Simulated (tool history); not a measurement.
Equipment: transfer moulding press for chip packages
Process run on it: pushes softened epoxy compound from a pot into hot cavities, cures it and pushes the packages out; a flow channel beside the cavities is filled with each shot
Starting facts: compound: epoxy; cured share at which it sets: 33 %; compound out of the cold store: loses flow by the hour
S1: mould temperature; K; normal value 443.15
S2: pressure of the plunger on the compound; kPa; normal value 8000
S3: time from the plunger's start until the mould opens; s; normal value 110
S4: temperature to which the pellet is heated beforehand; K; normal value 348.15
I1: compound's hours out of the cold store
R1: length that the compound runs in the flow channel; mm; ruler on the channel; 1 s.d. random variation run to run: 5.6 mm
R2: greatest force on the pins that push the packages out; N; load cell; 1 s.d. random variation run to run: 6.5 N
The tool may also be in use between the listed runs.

{"run": 1, "hour": 0.0, "S1": 443.15, "S2": 8000, "S3": 110, "S4": 348.15, "I1": 41.0, "R1": 502, "R2": 411}
{"run": 2, "hour": 19.8, "S1": 443.15, "S2": 8000, "S3": 110, "S4": 348.15, "I1": 33.1, "R1": 517, "R2": 447}
{"hour": 50.0, "done": "cavities cleaned with cleaning compound and waxed"}
{"run": 3, "hour": 52.4, "S1": 443.15, "S2": 8000, "S3": 110, "S4": 348.15, "I1": 38.4, "R1": 505, "R2": 247}
{"run": 4, "hour": 77.9, "S1": 443.15, "S2": 8000, "S3": 110, "S4": 348.15, "I1": 33.5, "R1": 514, "R2": 385}
{"run": 5, "hour": 107.2, "S1": 441.15, "S2": 8000, "S3": 110, "S4": 348.15, "I1": 40.3, "R1": 502, "R2": 480}
{"hour": 136.3, "done": "cavities cleaned with cleaning compound and waxed"}
{"run": 6, "hour": 138.8, "S1": 443.15, "S2": 6420, "S3": 110, "S4": 348.15, "I1": 41.4, "R1": 438, "R2": 255}
{"run": 7, "hour": 162.2, "S1": 443.15, "S2": 6420, "S3": 110, "S4": 348.15, "I1": 40.1, "R1": 437, "R2": 381}
{"run": 8, "hour": 175.5, "S1": 443.15, "S2": 6420, "S3": 110, "S4": 348.15, "I1": 29.8, "R1": 468, "R2": 409}
{"run": 9, "hour": 197.0, "S1": 443.15, "S2": 8000, "S3": 110, "S4": 348.15, "I1": 39.0, "R1": 499, "R2": 459}
{"run": 10, "hour": 211.8, "S1": 445.15, "S2": 8300, "S3": 110, "S4": 347.15, "I1": 11.8, "R1": 560, "R2": 443}
{"hour": 224.0, "done": "cavities cleaned with cleaning compound and waxed"}
{"run": 11, "hour": 243.2, "S1": 449.15, "S2": 7910, "S3": 110, "S4": 350.15, "I1": 41.1, "R1": 470, "R2": 279}
{"run": 12, "hour": 263.8, "S1": 441.15, "S2": 8740, "S3": 91, "S4": 351.15, "I1": 19.9, "R1": 562, "R2": 733}
{"run": 13, "hour": 276.7, "S1": 450.15, "S2": 7600, "S3": 124, "S4": 356.15, "I1": 18.5, "R1": 501, "R2": 336}
{"run": 14, "hour": 293.3, "S1": 444.15, "S2": 6580, "S3": 119, "S4": 348.15, "I1": 24.8, "R1": 455, "R2": 403}
{"hour": 310.8, "done": "cavities cleaned with cleaning compound and waxed"}
{"run": 15, "hour": 313.6, "S1": 447.15, "S2": 8000, "S3": 110, "S4": 348.15, "I1": 43.8, "R1": 457, "R2": 217}
{"run": 16, "hour": 335.1, "S1": 447.15, "S2": 9760, "S3": 110, "S4": 348.15, "I1": 37.2, "R1": 521, "R2": 311}
{"run": 17, "hour": 348.5, "S1": 435.15, "S2": 8000, "S3": 101, "S4": 349.15, "I1": 14.9, "R1": 550, "R2": 983}
{"run": 18, "hour": 371.1, "S1": 435.15, "S2": 8000, "S3": 101, "S4": 342.15, "I1": 36.4, "R1": 504, "R2": 963}

Branching from run 18: 5 alternative next runs. What would each branch give?
{"hour": 398.0, "done": "cavities cleaned with cleaning compound and waxed"}
{"run": "A", "hour": 398.1, "S1": 435.15, "S2": 8000, "S3": 101, "S4": 343.15, "I1": 46.5, "R1": "?", "R2": "?"}
{"hour": 398.0, "done": "cavities cleaned with cleaning compound and waxed"}
{"run": "B", "hour": 398.1, "S1": 435.15, "S2": 8970, "S3": 127, "S4": 358.15, "I1": 10.1, "R1": "?", "R2": "?"}
{"hour": 398.0, "done": "cavities cleaned with cleaning compound and waxed"}
{"run": "C", "hour": 398.1, "S1": 435.15, "S2": 6300, "S3": 101, "S4": 350.15, "I1": 47.5, "R1": "?", "R2": "?"}
{"hour": 398.0, "done": "cavities cleaned with cleaning compound and waxed"}
{"run": "D", "hour": 398.1, "S1": 449.15, "S2": 8000, "S3": 110, "S4": 342.15, "I1": 35.7, "R1": "?", "R2": "?"}
{"hour": 398.0, "done": "cavities cleaned with cleaning compound and waxed"}
{"run": "E", "hour": 398.1, "S1": 437.15, "S2": 8000, "S3": 101, "S4": 339.15, "I1": 45.4, "R1": "?", "R2": "?"}

run=A R1=476 R2=484
run=B R1=579 R2=325
run=C R1=416 R2=492
run=D R1=471 R2=195
run=E R1=477 R2=434
Stripped of hidden state, with their random variation kept, the same runs would have yielded:
run=A R1=528 R2=514
run=B R1=643 R2=351
run=C R1=462 R2=523
run=D R1=523 R2=197
run=E R1=530 R2=463
